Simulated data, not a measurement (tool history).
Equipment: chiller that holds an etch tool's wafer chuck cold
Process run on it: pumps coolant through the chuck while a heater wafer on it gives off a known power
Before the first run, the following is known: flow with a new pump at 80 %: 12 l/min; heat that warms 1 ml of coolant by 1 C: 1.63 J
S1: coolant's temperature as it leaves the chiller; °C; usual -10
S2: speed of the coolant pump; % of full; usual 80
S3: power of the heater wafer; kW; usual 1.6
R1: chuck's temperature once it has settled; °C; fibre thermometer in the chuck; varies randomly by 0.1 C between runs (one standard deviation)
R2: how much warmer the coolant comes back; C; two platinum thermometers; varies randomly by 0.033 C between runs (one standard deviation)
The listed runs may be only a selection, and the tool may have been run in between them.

| run | day | S1 | S2 | S3 | R1 | R2 |
|---|---|---|---|---|---|---|
| 1 | 0 | -10 | 80 | 1.6 | 3.5 | 5.04 |
| 2 | 1.233 | -10 | 80 | 1.175 | 0.2 | 3.65 |
| 3 | 2.45 | -10 | 80 | 1.175 | 0.1 | 3.61 |
| 4 | 3.288 | -10 | 70 | 1.6 | 5.4 | 5.79 |
|  | 4.008 | chiller's thermometer calibrated |
| 5 | 4.425 | -10 | 70 | 1.6 | 5.3 | 5.79 |
| 6 | 5.317 | -17 | 80 | 1.6 | -3.1 | 4.93 |
| 7 | 5.838 | -17 | 80 | 1.6 | -3.1 | 5 |
| 8 | 6.746 | -10 | 80 | 1.218 | 0.4 | 3.79 |
| 9 | 7.258 | -10 | 80 | 1.218 | 0.5 | 3.79 |
| 10 | 8.433 | -10 | 80 | 1.218 | 0.4 | 3.8 |
| 11 | 9.292 | -10 | 80 | 1.218 | 0.4 | 3.77 |
| 12 | 10.254 | -5 | 74 | 2.19 | 15 | 7.43 |
| 13 | 10.792 | -6 | 82 | 1.311 | 4.9 | 4.01 |
| 14 | 11.525 | -6 | 82 | 1.311 | 5.3 | 3.97 |
| 15 | 12.746 | -6 | 82 | 1.311 | 5.1 | 4 |
| 16 | 13.992 | -4 | 80 | 1.6 | 9.8 | 5.05 |

Results for each run, recomputed without the tool's hidden state and with each run's random variation untouched:
Unlogged tool condition in this case: heat passed by the chuck's channels, % of clean ones'; flow at a given pump speed, % of a new pump's; coolant's true temperature over the reading, C; drift of the gauge itself on chuck_c, C; drift of the gauge itself on warmer_back_c, C.
| run | R1 | R2 |
|---|---|---|
| 1 | 1.8 | 4.96 |
| 2 | -1.2 | 3.6 |
| 3 | -1.2 | 3.56 |
| 4 | 3.5 | 5.69 |
| 5 | 3.6 | 5.69 |
| 6 | -4.7 | 4.84 |
| 7 | -4.7 | 4.91 |
| 8 | -0.8 | 3.72 |
| 9 | -0.7 | 3.72 |
| 10 | -0.8 | 3.72 |
| 11 | -0.8 | 3.7 |
| 12 | 12.6 | 7.28 |
| 13 | 3.5 | 3.92 |
| 14 | 3.9 | 3.89 |
| 15 | 3.7 | 3.91 |
| 16 | 8.1 | 4.94 |
